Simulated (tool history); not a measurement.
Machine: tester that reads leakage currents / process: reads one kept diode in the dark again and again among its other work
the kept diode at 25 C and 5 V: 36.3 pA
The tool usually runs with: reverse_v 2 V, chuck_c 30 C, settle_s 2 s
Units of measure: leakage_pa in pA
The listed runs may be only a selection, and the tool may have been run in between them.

run	hour	reverse_v	chuck_c	settle_s	leakage_pa
1	0	2	30	2	36.27
2	25.2	2	30	2	36.22
3	51.8	2	30	2	36.26
4	75.6	2	30	2	36.39
5	104.4	2	30	2	36.44
6	127.9	2	28	2	31.56
7	151.4	2	30	2	36.3
8	167.7	2	30	2	36.17
# hour 171.3: chuck's temperature calibrated
9	186.3	2	30	2	35.33
10	215.1	2	30	2	35.18
11	239.3	2.35	30	2	37.42
12	252.4	2	30	2	35.21
13	271.4	2	30	7.52	35.15
14	285.4	2	30	7.52	34.98
# hour 294.9: chuck's temperature calibrated, once more
15	318.2	1.41	30	2	34.71
16	344.4	3.99	39	1.22	93.48
17	360.8	9.33	39	1.68	128.25
18	383.6	9.33	39	1.68	128.59
19	406.4	7.07	49	4.4	217.9
20	433.3	2	44	0.89	101.52
21	458.2	2	44	0.89	100.66
22	485.2	2	44	0.89	100.87
23	510.7	2	44	2.16	101.55
24	540.3	2	44	2.16	100.64
25	564.6	2	44	2.16	100.47
26	588.7	7.98	44	0.62	167.9
27	609.2	7.98	47	0.62	201.07
28	636.4	7.97	56	1.41	349.01

Predict each of these 5 candidate next runs independently; none follows another, all start after run 28:
A	655.9	2.63	31	1.48	?
B	655.9	10.1	42	1.13	?
C	655.9	1.6	30	3.74	?
D	655.9	13.11	31	1.96	?
E	655.9	1.13	54	7.9	?

run	leakage_pa
A	46.75
B	161.28
C	36.27
D	89.64
E	154.07
Had the tool no hidden state, the same runs would have come out as:
run	leakage_pa
A	45.17
B	154.69
C	35.43
D	79.44
E	155.14
